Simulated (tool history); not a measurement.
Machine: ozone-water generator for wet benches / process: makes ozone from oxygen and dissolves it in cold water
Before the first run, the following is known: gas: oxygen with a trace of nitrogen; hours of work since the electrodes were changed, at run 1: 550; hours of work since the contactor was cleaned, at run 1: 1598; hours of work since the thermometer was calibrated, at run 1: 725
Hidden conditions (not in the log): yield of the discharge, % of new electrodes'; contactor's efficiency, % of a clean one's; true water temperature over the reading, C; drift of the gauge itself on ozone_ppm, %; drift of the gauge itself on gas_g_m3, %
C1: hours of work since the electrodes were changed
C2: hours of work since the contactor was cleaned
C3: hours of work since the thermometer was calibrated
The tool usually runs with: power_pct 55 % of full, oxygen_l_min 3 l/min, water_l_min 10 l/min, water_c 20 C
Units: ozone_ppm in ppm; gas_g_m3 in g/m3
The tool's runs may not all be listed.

run 1 day=0 | power_pct=55 oxygen_l_min=3 water_l_min=10 water_c=20 | C1=550 C2=1598 C3=725 | ozone_ppm=20.1 gas_g_m3=171.1
run 2 day=2.1 | power_pct=55 oxygen_l_min=3 water_l_min=10 water_c=20 | C1=590 C2=1638 C3=765 | ozone_ppm=19.9 gas_g_m3=168.2
run 3 day=4.408 | power_pct=55 oxygen_l_min=3.36 water_l_min=10 water_c=20 | C1=634 C2=1682 C3=809 | ozone_ppm=19.9 gas_g_m3=160.5
run 4 day=7.679 | power_pct=55 oxygen_l_min=3.36 water_l_min=10 water_c=20 | C1=696 C2=1744 C3=871 | ozone_ppm=20 gas_g_m3=160.6
run 5 day=10.621 | power_pct=55 oxygen_l_min=3.36 water_l_min=10 water_c=20 | C1=752 C2=1800 C3=927 | ozone_ppm=19.8 gas_g_m3=157.7
run 6 day=13.475 | power_pct=55 oxygen_l_min=3.36 water_l_min=10 water_c=20 | C1=807 C2=1855 C3=981 | ozone_ppm=19.8 gas_g_m3=158.2
run 7 day=16.8 | power_pct=55 oxygen_l_min=3.36 water_l_min=10 water_c=20 | C1=870 C2=1918 C3=1045 | ozone_ppm=20 gas_g_m3=157.3
run 8 day=19.721 | power_pct=55 oxygen_l_min=3.36 water_l_min=10 water_c=20 | C1=925 C2=1974 C3=1100 | ozone_ppm=19.9 gas_g_m3=157.2
run 9 day=21.133 | power_pct=41 oxygen_l_min=3.59 water_l_min=10 water_c=20 | C1=952 C2=2000 C3=1127 | ozone_ppm=16.7 gas_g_m3=129.4
run 10 day=23.083 | power_pct=41 oxygen_l_min=3.59 water_l_min=10 water_c=20 | C1=989 C2=2037 C3=1164 | ozone_ppm=16.9 gas_g_m3=130.5
run 11 day=25.446 | power_pct=59 oxygen_l_min=3.59 water_l_min=9 water_c=16 | C1=1034 C2=2082 C3=1209 | ozone_ppm=23.3 gas_g_m3=158.1
-- day=25.625 water thermometer calibrated
run 12 day=27.342 | power_pct=45 oxygen_l_min=3.59 water_l_min=8 water_c=16 | C1=1070 C2=2118 C3=33 | ozone_ppm=21.6 gas_g_m3=136.7
run 13 day=30.025 | power_pct=45 oxygen_l_min=3.59 water_l_min=16 water_c=23 | C1=1121 C2=2169 C3=84 | ozone_ppm=11.7 gas_g_m3=135.7
run 14 day=31.579 | power_pct=45 oxygen_l_min=2.62 water_l_min=12 water_c=23 | C1=1151 C2=2199 C3=113 | ozone_ppm=14.8 gas_g_m3=163.3
run 15 day=34.95 | power_pct=45 oxygen_l_min=2.62 water_l_min=12 water_c=23 | C1=1215 C2=2263 C3=177 | ozone_ppm=14.7 gas_g_m3=162.2

Some steps in ozone_ppm between neighbouring runs. How much of each would the tool show without its hidden state too (settings, what came in, random variation), and how much is left for the hidden state, with any gauge scatter that isn't in both results?
Run 12 -> 13: water_l_min 8 -> 16, water_c 16 -> 23. ozone_ppm -9.9 ppm: hidden state +0.5, all else -10.4.

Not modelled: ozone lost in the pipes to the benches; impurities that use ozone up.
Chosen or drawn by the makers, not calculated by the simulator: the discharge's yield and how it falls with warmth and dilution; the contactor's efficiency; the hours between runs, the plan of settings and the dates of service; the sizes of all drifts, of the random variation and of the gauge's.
